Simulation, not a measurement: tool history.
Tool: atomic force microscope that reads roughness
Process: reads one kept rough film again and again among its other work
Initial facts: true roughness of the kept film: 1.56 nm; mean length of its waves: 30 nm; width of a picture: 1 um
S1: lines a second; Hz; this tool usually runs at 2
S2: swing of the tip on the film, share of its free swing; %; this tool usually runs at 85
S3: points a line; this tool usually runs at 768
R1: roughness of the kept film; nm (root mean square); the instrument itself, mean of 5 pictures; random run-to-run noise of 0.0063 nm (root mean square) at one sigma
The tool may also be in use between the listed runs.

| run | hour | S1 | S2 | S3 | R1 |
|---|---|---|---|---|---|
| 1 | 0 | 2 | 85 | 768 | 1.226 |
| 2 | 6.6 | 2 | 85 | 768 | 1.224 |
| 3 | 12.7 | 2 | 85 | 768 | 1.232 |
| 4 | 21.3 | 2 | 85 | 768 | 1.218 |
| 5 | 27.2 | 2 | 59 | 768 | 1.392 |
| 6 | 34.5 | 2 | 85 | 768 | 1.223 |
| 7 | 43.5 | 2 | 85 | 768 | 1.218 |
| 8 | 48.5 | 2 | 85 | 768 | 1.226 |
| 9 | 53.7 | 2 | 85 | 768 | 1.22 |
| 10 | 59.1 | 2 | 85 | 768 | 1.221 |
| 11 | 67.9 | 2 | 84 | 768 | 1.229 |
| 12 | 72 | 2 | 84 | 768 | 1.245 |
| 13 | 77.2 | 2 | 84 | 768 | 1.242 |
| 14 | 85.1 | 2 | 84 | 768 | 1.229 |
| 15 | 93.2 | 2 | 85 | 768 | 1.232 |
| 16 | 97.9 | 2 | 85 | 768 | 1.235 |
| 17 | 106.8 | 2 | 85 | 758 | 1.226 |
| 18 | 112.8 | 2 | 85 | 758 | 1.228 |
| 19 | 120.3 | 2 | 85 | 958 | 1.221 |
| 20 | 124.6 | 2 | 62 | 768 | 1.388 |
| 21 | 132.9 | 0.92 | 62 | 768 | 1.417 |
| 22 | 138.6 | 0.92 | 62 | 768 | 1.425 |
| 23 | 145.3 | 0.61 | 85 | 768 | 1.379 |
| 24 | 155.1 | 0.61 | 85 | 768 | 1.379 |
| 25 | 160.4 | 2.92 | 85 | 768 | 1.133 |
| 26 | 164.6 | 2 | 85 | 768 | 1.226 |
| 27 | 172.8 | 1.07 | 85 | 768 | 1.323 |
| 28 | 180.9 | 1.07 | 85 | 768 | 1.327 |
| 29 | 190.8 | 1.9 | 71 | 558 | 1.338 |
| 30 | 199.4 | 1.9 | 71 | 558 | 1.338 |
| 31 | 203.8 | 1.9 | 71 | 558 | 1.339 |
| 32 | 212.6 | 1.9 | 71 | 558 | 1.336 |
| 33 | 218.1 | 2.15 | 84 | 653 | 1.224 |
| 34 | 226.9 | 2 | 77 | 364 | 1.281 |
| 35 | 232 | 2.45 | 73 | 532 | 1.29 |
| 36 | 240.6 | 0.5 | 65 | 447 | 1.421 |
| 37 | 246.2 | 0.5 | 65 | 447 | 1.417 |
| 38 | 254.6 | 1.05 | 73 | 969 | 1.375 |
| 39 | 258.7 | 1.05 | 73 | 969 | 1.371 |
| 40 | 266.1 | 1.52 | 73 | 520 | 1.35 |
| 41 | 276.2 | 2.04 | 68 | 834 | 1.362 |
| 42 | 286 | 2.04 | 68 | 834 | 1.346 |
| 43 | 292.6 | 2.04 | 60 | 470 | 1.386 |
| 44 | 299.4 | 1.6 | 69 | 347 | 1.346 |
| 45 | 306.3 | 1.6 | 69 | 347 | 1.364 |
| 46 | 314.9 | 1.6 | 85 | 264 | 1.265 |
| 47 | 322.2 | 2 | 69 | 451 | 1.341 |
| 48 | 330.6 | 2 | 70 | 768 | 1.36 |
| 49 | 340 | 2 | 62 | 357 | 1.374 |
| 50 | 344.2 | 2 | 71 | 777 | 1.334 |
| 51 | 350.1 | 0.78 | 70 | 257 | 1.396 |
| 52 | 354.3 | 0.78 | 70 | 257 | 1.386 |
| 53 | 362.9 | 2 | 67 | 768 | 1.351 |
| 54 | 367.4 | 2 | 64 | 558 | 1.38 |

Missing from the log above: 2 entries noted between runs. For each, name the pair of listed runs it sits between and say how the tool's hidden condition differs from the listed run just before to the listed run just after:
In the gap between runs 12 and 13: new tip fitted (hour 74.8)
  radius of the tip, nm: 10.5 -> 10
In the gap between runs 40 and 41: new tip fitted (hour 273)
  radius of the tip, nm: 10.5 -> 10
